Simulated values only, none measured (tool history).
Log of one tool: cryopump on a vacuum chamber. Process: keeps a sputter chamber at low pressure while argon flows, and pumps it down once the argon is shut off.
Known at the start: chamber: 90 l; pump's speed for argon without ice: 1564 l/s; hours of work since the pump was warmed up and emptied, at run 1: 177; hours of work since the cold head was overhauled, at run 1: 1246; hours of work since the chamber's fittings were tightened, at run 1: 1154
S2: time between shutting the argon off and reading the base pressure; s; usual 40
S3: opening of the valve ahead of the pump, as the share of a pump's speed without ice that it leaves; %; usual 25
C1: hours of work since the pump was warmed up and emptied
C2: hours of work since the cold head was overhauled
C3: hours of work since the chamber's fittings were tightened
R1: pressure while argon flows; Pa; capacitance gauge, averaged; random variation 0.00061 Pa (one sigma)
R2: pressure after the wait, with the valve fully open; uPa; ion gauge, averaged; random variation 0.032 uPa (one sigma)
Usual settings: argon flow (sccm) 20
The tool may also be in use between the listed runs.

Run 1, day 0: usual settings; C1 177; C2 1246; C3 1154. Result: R1 0.0882 Pa, R2 2.45 uPa.
Run 2, day 1.838: usual settings; C1 197; C2 1266; C3 1174. Result: R1 0.088 Pa, R2 2.51 uPa.
Run 3, day 4.05: usual settings; C1 221; C2 1291; C3 1199. Result: R1 0.0876 Pa, R2 2.54 uPa.
Run 4, day 6.892: usual settings; C1 253; C2 1322; C3 1230. Result: R1 0.0891 Pa, R2 2.59 uPa.
Run 5, day 9.096: usual settings but S2 162 s; C1 277; C2 1346; C3 1254. Result: R1 0.0889 Pa, R2 1.4 uPa.
Run 6, day 11.962: usual settings but S2 162 s; C1 308; C2 1378; C3 1286. Result: R1 0.0889 Pa, R2 1.44 uPa.
Run 7, day 13.133: usual settings but S2 162 s; C1 321; C2 1391; C3 1299. Result: R1 0.0894 Pa, R2 1.46 uPa.
Run 8, day 15.762: usual settings but argon flow (sccm) 13; C1 350; C2 1420; C3 1328. Result: R1 0.0583 Pa, R2 2.67 uPa.
Run 9, day 17.45: usual settings but S3 54 %; C1 369; C2 1438; C3 1346. Result: R1 0.0436 Pa, R2 2.72 uPa.
Run 10, day 19.471: usual settings but argon flow (sccm) 16; C1 391; C2 1461; C3 1369. Result: R1 0.0723 Pa, R2 2.75 uPa.
Run 11, day 21.083: usual settings but argon flow (sccm) 16, S3 20 %; C1 409; C2 1478; C3 1387. Result: R1 0.0891 Pa, R2 2.82 uPa.
Run 12, day 22.575: usual settings but argon flow (sccm) 16, S3 20 %; C1 425; C2 1495; C3 1403. Result: R1 0.0886 Pa, R2 2.71 uPa.
Run 13, day 25.258: usual settings but argon flow (sccm) 37; C1 455; C2 1524; C3 1433. Result: R1 0.1674 Pa, R2 2.89 uPa.
Run 14, day 27.083: usual settings but argon flow (sccm) 37, S2 43 s; C1 475; C2 1545; C3 1453. Result: R1 0.1688 Pa, R2 2.76 uPa.
Run 15, day 28.633: usual settings but argon flow (sccm) 40, S2 124 s, S3 33 %; C1 492; C2 1562; C3 1470. Result: R1 0.1404 Pa, R2 1.82 uPa.
Run 16, day 29.858: usual settings but argon flow (sccm) 13; C1 506; C2 1575; C3 1483. Result: R1 0.0594 Pa, R2 2.87 uPa.
Run 17, day 31.683: usual settings but argon flow (sccm) 21, S2 30 s, S3 21 %; C1 526; C2 1595; C3 1503. Result: R1 0.1144 Pa, R2 3.48 uPa.
Run 18, day 34.275: usual settings but argon flow (sccm) 21, S2 238 s, S3 21 %; C1 554; C2 1624; C3 1532. Result: R1 0.1132 Pa, R2 1.73 uPa.
Run 19, day 35.779: usual settings but S3 48 %; C1 571; C2 1640; C3 1549. Result: R1 0.0511 Pa, R2 2.96 uPa.
Run 20, day 37.883: usual settings but argon flow (sccm) 10, S2 33 s; C1 594; C2 1664; C3 1572. Result: R1 0.0463 Pa, R2 3.39 uPa.

Forecast each of these 3 alternatives for the next run:
Run A, day 40.15: usual settings but argon flow (sccm) 16; C1 619; C2 1689; C3 1597. Result: R1 ?, R2 ?.
Run B, day 40.15: usual settings but S3 17 %; C1 619; C2 1689; C3 1597. Result: R1 ?, R2 ?.
Run C, day 40.15: usual settings but argon flow (sccm) 12; C1 619; C2 1689; C3 1597. Result: R1 ?, R2 ?.

run      R1    R2
  A  0.0737  3.08
  B  0.1337  3.06
  C   0.055  3.04
Without the tool's hidden state the same runs would have given:
run      R1    R2
  A   0.069  1.73
  B  0.1278  1.71
  C  0.0515  1.71
